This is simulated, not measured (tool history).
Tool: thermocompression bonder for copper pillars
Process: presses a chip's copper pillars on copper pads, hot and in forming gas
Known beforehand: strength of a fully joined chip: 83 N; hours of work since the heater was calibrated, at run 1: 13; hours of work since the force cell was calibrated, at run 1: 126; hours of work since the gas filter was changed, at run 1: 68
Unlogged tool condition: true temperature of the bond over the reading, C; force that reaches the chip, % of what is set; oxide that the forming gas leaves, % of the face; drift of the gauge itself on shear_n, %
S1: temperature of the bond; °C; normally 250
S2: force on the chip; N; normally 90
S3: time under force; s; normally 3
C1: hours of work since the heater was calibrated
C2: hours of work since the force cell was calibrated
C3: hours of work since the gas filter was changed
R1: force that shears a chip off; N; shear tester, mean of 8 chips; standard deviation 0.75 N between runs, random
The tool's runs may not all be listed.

| run | hour | S1 | S2 | S3 | C1 | C2 | C3 | R1 |
|---|---|---|---|---|---|---|---|---|
| 1 | 0.0 | 250 | 90 | 3 | 13 | 126 | 68 | 54.1 |
| 2 | 10.7 | 250 | 90 | 3 | 18 | 131 | 73 | 54.8 |
| 3 | 16.3 | 250 | 90 | 3 | 20 | 133 | 75 | 53.9 |
| 4 | 29.4 | 250 | 71 | 3 | 26 | 139 | 81 | 49.8 |
| 5 | 41.6 | 250 | 71 | 3 | 32 | 144 | 87 | 48.4 |
| 6 | 47.4 | 250 | 71 | 3 | 34 | 147 | 89 | 47.9 |
| 7 | 57.1 | 250 | 90 | 8 | 39 | 151 | 94 | 68.0 |
| 8 | 67.1 | 250 | 82 | 3 | 43 | 156 | 98 | 51.2 |
| 9 | 75.0 | 250 | 82 | 3 | 46 | 159 | 102 | 51.3 |
| 10 | 85.0 | 250 | 82 | 3 | 51 | 164 | 106 | 51.4 |
| 11 | 95.7 | 250 | 82 | 2 | 56 | 169 | 111 | 45.6 |
| 12 | 101.2 | 250 | 82 | 2 | 58 | 171 | 113 | 45.7 |
| 13 | 112.9 | 250 | 82 | 2 | 63 | 176 | 118 | 46.0 |
| 14 | 118.9 | 250 | 73 | 3 | 66 | 179 | 121 | 47.3 |
| 15 | 125.5 | 233 | 120 | 3 | 69 | 182 | 124 | 53.7 |
| 16 | 133.4 | 233 | 120 | 3 | 72 | 185 | 128 | 54.1 |
| 17 | 142.3 | 242 | 56 | 3 | 76 | 189 | 132 | 38.2 |

For some of the steps in R1 from one run to the next: how much would appear even if the tool had no hidden state, given the settings, what came in and random variation, and how much remains for the hidden state plus any gauge scatter that the measured result and the result without hidden state don't share?
Run 6 -> 7: S2 71 -> 90, S3 3 -> 8. R1 +20.1 N: hidden state -0.5, all else +20.6.

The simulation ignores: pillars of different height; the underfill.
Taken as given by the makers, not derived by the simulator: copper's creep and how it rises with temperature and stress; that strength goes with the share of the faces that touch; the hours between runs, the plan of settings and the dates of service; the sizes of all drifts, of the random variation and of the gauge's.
